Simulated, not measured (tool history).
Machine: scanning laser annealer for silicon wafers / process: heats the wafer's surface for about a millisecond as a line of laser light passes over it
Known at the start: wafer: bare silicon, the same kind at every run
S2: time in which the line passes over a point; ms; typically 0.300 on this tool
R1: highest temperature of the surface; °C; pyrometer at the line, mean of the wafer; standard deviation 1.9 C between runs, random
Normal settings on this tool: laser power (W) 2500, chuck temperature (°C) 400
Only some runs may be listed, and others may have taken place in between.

{"run": 1, "day": 0.0, "laser power (W)": 2500, "S2": 0.3, "chuck temperature (°C)": 400, "R1": 1182}
{"run": 2, "day": 2.8, "laser power (W)": 2500, "S2": 0.3, "chuck temperature (°C)": 400, "R1": 1180}
{"run": 3, "day": 5.646, "laser power (W)": 2500, "S2": 0.3, "chuck temperature (°C)": 400, "R1": 1181}
{"run": 4, "day": 7.338, "laser power (W)": 2500, "S2": 0.3, "chuck temperature (°C)": 400, "R1": 1175}
{"run": 5, "day": 9.975, "laser power (W)": 2500, "S2": 0.264, "chuck temperature (°C)": 400, "R1": 1119}
{"run": 6, "day": 12.162, "laser power (W)": 2500, "S2": 0.264, "chuck temperature (°C)": 384, "R1": 1100}
{"run": 7, "day": 14.75, "laser power (W)": 2500, "S2": 0.264, "chuck temperature (°C)": 384, "R1": 1099}
{"run": 8, "day": 16.942, "laser power (W)": 2176, "S2": 0.3, "chuck temperature (°C)": 400, "R1": 1052}
{"run": 9, "day": 19.346, "laser power (W)": 2176, "S2": 0.277, "chuck temperature (°C)": 400, "R1": 1020}
{"run": 10, "day": 21.988, "laser power (W)": 2176, "S2": 0.332, "chuck temperature (°C)": 400, "R1": 1090}
{"run": 11, "day": 23.279, "laser power (W)": 2176, "S2": 0.332, "chuck temperature (°C)": 388, "R1": 1079}
{"run": 12, "day": 24.633, "laser power (W)": 2176, "S2": 0.332, "chuck temperature (°C)": 388, "R1": 1077}
{"run": 13, "day": 27.171, "laser power (W)": 2312, "S2": 0.3, "chuck temperature (°C)": 400, "R1": 1097}
{"run": 14, "day": 29.258, "laser power (W)": 2699, "S2": 0.345, "chuck temperature (°C)": 438, "R1": 1343}
{"run": 15, "day": 31.362, "laser power (W)": 2699, "S2": 0.345, "chuck temperature (°C)": 438, "R1": 1340}
{"run": 16, "day": 33.042, "laser power (W)": 2351, "S2": 0.3, "chuck temperature (°C)": 400, "R1": 1104}
{"run": 17, "day": 34.358, "laser power (W)": 2351, "S2": 0.3, "chuck temperature (°C)": 400, "R1": 1105}

Forecast each of these 4 alternatives for the next run:
{"run": "A", "day": 36.15, "laser power (W)": 2359, "S2": 0.253, "chuck temperature (°C)": 385, "R1": "?"}
{"run": "B", "day": 36.15, "laser power (W)": 2419, "S2": 0.261, "chuck temperature (°C)": 411, "R1": "?"}
{"run": "C", "day": 36.15, "laser power (W)": 2351, "S2": 0.3, "chuck temperature (°C)": 397, "R1": "?"}
{"run": "D", "day": 36.15, "laser power (W)": 2351, "S2": 0.281, "chuck temperature (°C)": 400, "R1": "?"}

run=A R1=1020
run=B R1=1082
run=C R1=1100
run=D R1=1078
With no hidden state in the tool, these same runs would have given:
run=A R1=1046
run=B R1=1109
run=C R1=1129
run=D R1=1105
